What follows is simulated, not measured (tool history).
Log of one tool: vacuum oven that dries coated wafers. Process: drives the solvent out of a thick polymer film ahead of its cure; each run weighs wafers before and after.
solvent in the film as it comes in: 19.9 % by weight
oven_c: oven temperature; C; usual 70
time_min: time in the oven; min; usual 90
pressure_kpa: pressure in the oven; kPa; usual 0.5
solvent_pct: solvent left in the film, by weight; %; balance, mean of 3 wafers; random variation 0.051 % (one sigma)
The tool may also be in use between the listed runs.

run     day  oven_c  time_min  pressure_kpa  solvent_pct
  1       0      70        90           0.5         0.98
  2   0.575      70        90         0.642         1.13
  3   1.083      70        90         0.642         1.07
  4   1.462      70        90         0.642         1.13
  5   2.004      70        90           0.5         1.14
  6   2.517      70       122           0.5         0.66
  7   2.975      70       122           0.5         0.72
  8   3.342      70        90         0.397         0.86
  9   3.679      70        90         0.397         0.94
 10   4.233      77        90           0.5         0.48
 11   4.567      77        90           0.5          0.5
 12   5.125      77        90           0.5         0.48
 13   5.588      79        90           0.5         0.45
 14   6.088      79        90         0.832         0.68
 15     6.7      79        90         0.832          0.7
 16   6.954      79        90         0.832         0.53
 17   7.242      59        90           0.5          3.1
 18   7.646      59        90           0.5         3.15
 19   8.212      59        90           0.5         3.22
 20   8.767      59        90           0.5         3.08
 21   9.379      59        90           0.5         3.14
 22   9.867      80        56         1.662         1.66
 23  10.408      76        56         0.299         1.18
 24  10.854      79       132         0.288         0.25
 25  11.233      81        76         0.262         0.31
 26  11.825      83       118         0.722          0.4
 27  12.188      60       107         0.774          2.6
 28  12.454      56       100         0.615         3.62
 29  12.912      77        90         0.946         0.74
 30  13.442      68        90         1.201         2.03
 31  14.042      68        90         1.201         1.98
 32  14.292      64        90         0.307         1.65
 33  14.812      70        45           0.5         3.45
 34  15.225      64       128         0.447         0.98
 35  15.575      64       128         0.447         1.11
 36  15.908      80        46         1.726         2.06
 37  16.158      70        80         0.588         1.34

Forecast each of these 5 alternatives for the next run:
  A  16.429      79        83         0.321            ?
  B  16.429      58        80         0.588            ?
  C  16.429      60       111           0.5            ?
  D  16.429      84        63         0.947            ?
  E  16.429      70        96         0.588            ?

run  solvent_pct
  A         0.33
  B         4.05
  C         2.08
  D         0.73
  E         1.03
Without the tool's hidden state the same runs would have given:
run  solvent_pct
  A         0.33
  B         4.04
  C         2.07
  D         0.73
  E         1.03
